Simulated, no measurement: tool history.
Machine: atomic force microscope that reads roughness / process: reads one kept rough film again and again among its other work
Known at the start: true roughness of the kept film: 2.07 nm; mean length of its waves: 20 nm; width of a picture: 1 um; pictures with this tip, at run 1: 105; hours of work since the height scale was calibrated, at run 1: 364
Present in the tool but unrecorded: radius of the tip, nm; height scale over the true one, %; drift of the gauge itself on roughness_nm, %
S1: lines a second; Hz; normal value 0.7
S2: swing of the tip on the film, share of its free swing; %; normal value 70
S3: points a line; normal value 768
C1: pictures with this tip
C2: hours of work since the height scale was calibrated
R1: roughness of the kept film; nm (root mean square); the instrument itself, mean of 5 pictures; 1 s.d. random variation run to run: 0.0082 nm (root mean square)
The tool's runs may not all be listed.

run,hour,S1,S2,S3,C1,C2,R1
1,0,0.7,70,768,105,364,1.781
# hour 14.3: new tip fitted
2,15.2,0.7,70,768,1,370,1.812
3,28.4,0.7,70,768,12,376,1.796
4,49.8,0.7,70,768,31,385,1.804
5,69.3,0.7,70,415,48,393,1.776
6,85.8,0.7,70,415,63,400,1.786
7,109.3,0.7,70,415,84,409,1.783
8,127.5,0.7,70,415,100,417,1.775
9,143.2,0.7,70,768,113,423,1.788
# hour 147: new tip fitted
10,156.2,0.7,70,768,8,428,1.803
11,168.7,3.575,70,546,19,434,1.551
12,188.6,3.575,68,546,37,442,1.587
13,202.1,3.575,68,546,49,447,1.589
14,222.9,0.7,69,1004,67,456,1.792
15,248.6,0.7,69,1004,90,467,1.811
16,273.6,1.495,75,318,112,477,1.669
# hour 279.7: new tip fitted
17,296.1,0.7,56,505,14,486,1.823
18,321.4,0.969,57,669,36,496,1.836
19,339.9,0.813,65,444,53,504,1.794

Each row is a separate what-if for the run after 19, all from the same tool condition, not one after another. Results?
A,351.7,3.28,84,376,63,509,?
B,351.7,0.813,65,737,63,509,?
C,351.7,3.656,70,886,63,509,?

run,R1
A,1.352
B,1.808
C,1.563
With the hidden condition removed and each run's random variation left untouched, the same runs would have given:
run,R1
A,1.355
B,1.811
C,1.565
